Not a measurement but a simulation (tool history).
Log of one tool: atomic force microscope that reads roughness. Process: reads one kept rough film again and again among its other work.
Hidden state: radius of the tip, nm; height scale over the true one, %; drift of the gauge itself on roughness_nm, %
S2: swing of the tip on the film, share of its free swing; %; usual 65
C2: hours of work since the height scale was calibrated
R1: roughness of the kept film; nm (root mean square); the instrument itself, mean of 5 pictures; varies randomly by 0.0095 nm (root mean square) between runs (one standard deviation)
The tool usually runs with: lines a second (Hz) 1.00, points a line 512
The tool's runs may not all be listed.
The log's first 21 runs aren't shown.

At day 7.833: new tip fitted.
Run 22, day 8.071: usual settings but lines a second (Hz) 1.19, S2 76 %; pictures with this tip 6; C2 400. Result: R1 2.064 nm (root mean square).
Run 23, day 8.517: usual settings but lines a second (Hz) 2.21, S2 57 %; pictures with this tip 18; C2 408. Result: R1 2.073 nm (root mean square).
Run 24, day 8.975: usual settings but lines a second (Hz) 2.21, S2 57 %; pictures with this tip 30; C2 415. Result: R1 2.063 nm (root mean square).
Run 25, day 9.342: usual settings but lines a second (Hz) 0.56, S2 86 %, points a line 486; pictures with this tip 39; C2 421. Result: R1 2.014 nm (root mean square).
Run 26, day 9.892: usual settings but lines a second (Hz) 0.56, S2 86 %, points a line 486; pictures with this tip 54; C2 430. Result: R1 1.970 nm (root mean square).
Run 27, day 10.379: usual settings but lines a second (Hz) 0.56, S2 86 %, points a line 486; pictures with this tip 67; C2 437. Result: R1 1.953 nm (root mean square).
Run 28, day 10.692: usual settings but lines a second (Hz) 1.05, S2 88 %; pictures with this tip 75; C2 442. Result: R1 1.862 nm (root mean square).
Run 29, day 11.229: usual settings but lines a second (Hz) 1.44, points a line 744; pictures with this tip 89; C2 451. Result: R1 1.917 nm (root mean square).
Run 30, day 11.521: usual settings but lines a second (Hz) 1.02, S2 59 %, points a line 271; pictures with this tip 97; C2 456. Result: R1 1.914 nm (root mean square).
At day 11.754: new tip fitted.
Run 31, day 11.812: usual settings but lines a second (Hz) 0.95, S2 84 %, points a line 304; pictures with this tip 2; C2 460. Result: R1 2.069 nm (root mean square).
Run 32, day 12.167: usual settings but lines a second (Hz) 0.94, S2 73 %, points a line 544; pictures with this tip 11; C2 466. Result: R1 2.105 nm (root mean square).
Run 33, day 12.642: usual settings but lines a second (Hz) 0.94, S2 73 %, points a line 319; pictures with this tip 23; C2 473. Result: R1 2.041 nm (root mean square).

Here are 5 independent what-if runs from the current tool condition. What would each one return?
Run A, day 13.067: usual settings but lines a second (Hz) 2.39, S2 82 %; pictures with this tip 35; C2 480. Result: R1 ?.
Run B, day 13.067: usual settings but lines a second (Hz) 0.56, S2 59 %, points a line 391; pictures with this tip 35; C2 480. Result: R1 ?.
Run C, day 13.067: usual settings but lines a second (Hz) 0.94, S2 66 %, points a line 294; pictures with this tip 35; C2 480. Result: R1 ?.
Run D, day 13.067: usual settings but lines a second (Hz) 0.96, S2 71 %, points a line 434; pictures with this tip 35; C2 480. Result: R1 ?.
Run E, day 13.067: usual settings but lines a second (Hz) 2.49, points a line 526; pictures with this tip 35; C2 480. Result: R1 ?.

run     R1
  A  1.877
  B  2.069
  C  2.031
  D  2.031
  E  1.974
Without the tool's unlogged condition, the same runs would have read:
run     R1
  A  1.974
  B  2.176
  C  2.137
  D  2.137
  E  2.077

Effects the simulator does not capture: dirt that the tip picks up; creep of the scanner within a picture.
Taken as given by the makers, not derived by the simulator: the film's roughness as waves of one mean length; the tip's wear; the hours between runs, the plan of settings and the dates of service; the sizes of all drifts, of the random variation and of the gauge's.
